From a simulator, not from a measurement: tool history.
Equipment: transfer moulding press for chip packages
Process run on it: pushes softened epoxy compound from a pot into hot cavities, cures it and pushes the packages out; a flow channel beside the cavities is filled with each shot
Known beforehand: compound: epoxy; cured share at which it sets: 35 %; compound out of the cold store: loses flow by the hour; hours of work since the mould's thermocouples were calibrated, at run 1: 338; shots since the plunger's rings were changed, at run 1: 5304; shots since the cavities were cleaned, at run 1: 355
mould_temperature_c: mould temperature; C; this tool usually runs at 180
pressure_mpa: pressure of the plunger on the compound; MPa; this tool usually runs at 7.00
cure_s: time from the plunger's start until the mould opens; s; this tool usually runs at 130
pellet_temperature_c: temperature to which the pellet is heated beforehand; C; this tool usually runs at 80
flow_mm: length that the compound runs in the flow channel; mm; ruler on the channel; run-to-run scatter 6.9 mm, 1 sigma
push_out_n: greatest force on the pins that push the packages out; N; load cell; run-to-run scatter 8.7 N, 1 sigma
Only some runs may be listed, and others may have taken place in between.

run	hour	mould_temperature_c	pressure_mpa	cure_s	pellet_temperature_c	hours of work since the mould's thermocouples were calibrated	shots since the plunger's rings were changed	shots since the cavities were cleaned	incoming compound's hours out of the cold store	flow_mm	push_out_n
1	0.0	180	7.00	130	80	338	5304	355	22.3	905	412
# hour 6.0: cavities cleaned with cleaning compound and waxed
# hour 45.7: cavities cleaned with cleaning compound and waxed
2	47.8	180	7.00	130	80	370	5781	23	41.1	806	389
# hour 86.0: cavities cleaned with cleaning compound and waxed
3	102.9	180	7.00	130	80	407	6351	180	21.2	911	435
# hour 129.3: cavities cleaned with cleaning compound and waxed
# hour 137.2: plunger's sealing rings changed
# hour 170.0: mould's thermocouples calibrated
# hour 176.4: cavities cleaned with cleaning compound and waxed
4	176.4	180	7.00	130	80	3	380	0	45.0	781	384
5	209.1	180	7.00	130	80	27	728	348	22.7	905	421
# hour 220.1: cavities cleaned with cleaning compound and waxed
6	240.2	180	6.54	130	80	47	1043	214	17.8	903	413
# hour 261.3: cavities cleaned with cleaning compound and waxed
7	286.9	180	6.54	130	80	79	1525	273	23.4	879	415
# hour 302.1: cavities cleaned with cleaning compound and waxed
# hour 342.4: cavities cleaned with cleaning compound and waxed
8	354.3	180	6.54	130	80	125	2210	126	34.3	807	412
# hour 383.6: cavities cleaned with cleaning compound and waxed
9	401.5	180	7.00	116	71	157	2697	191	10.8	968	552
# hour 426.1: cavities cleaned with cleaning compound and waxed
10	452.4	180	6.89	154	71	192	3222	280	35.7	827	340
# hour 469.6: cavities cleaned with cleaning compound and waxed
11	483.4	180	6.89	154	71	213	3537	148	22.2	895	343
# hour 511.1: cavities cleaned with cleaning compound and waxed
# hour 550.4: cavities cleaned with cleaning compound and waxed
12	550.4	180	6.89	154	71	258	4218	0	14.2	944	338
# hour 589.7: cavities cleaned with cleaning compound and waxed
13	599.8	173	7.29	131	72	292	4728	108	35.5	877	605
# hour 629.3: cavities cleaned with cleaning compound and waxed
14	639.2	173	7.29	131	72	318	5132	106	12.7	1019	686
# hour 672.8: cavities cleaned with cleaning compound and waxed
15	690.6	184	5.64	129	84	353	5663	190	22.1	803	363

Here are 4 independent what-if runs from the current tool condition. What would each one return?
# hour 714.7: cavities cleaned with cleaning compound and waxed
A	750.7	175	7.94	129	78	395	6286	383	31.4	?	?
# hour 714.7: cavities cleaned with cleaning compound and waxed
B	750.7	180	6.59	130	80	395	6286	383	47.1	?	?
# hour 714.7: cavities cleaned with cleaning compound and waxed
C	750.7	187	8.77	114	80	395	6286	383	25.9	?	?
# hour 714.7: cavities cleaned with cleaning compound and waxed
D	750.7	184	6.82	161	72	395	6286	383	29.5	?	?

run	flow_mm	push_out_n
A	918	558
B	745	408
C	973	358
D	824	314
The same runs, with their run-to-run variation unchanged, on a tool lacking any hidden condition would have given:
run	flow_mm	push_out_n
A	921	549
B	748	402
C	976	353
D	827	309

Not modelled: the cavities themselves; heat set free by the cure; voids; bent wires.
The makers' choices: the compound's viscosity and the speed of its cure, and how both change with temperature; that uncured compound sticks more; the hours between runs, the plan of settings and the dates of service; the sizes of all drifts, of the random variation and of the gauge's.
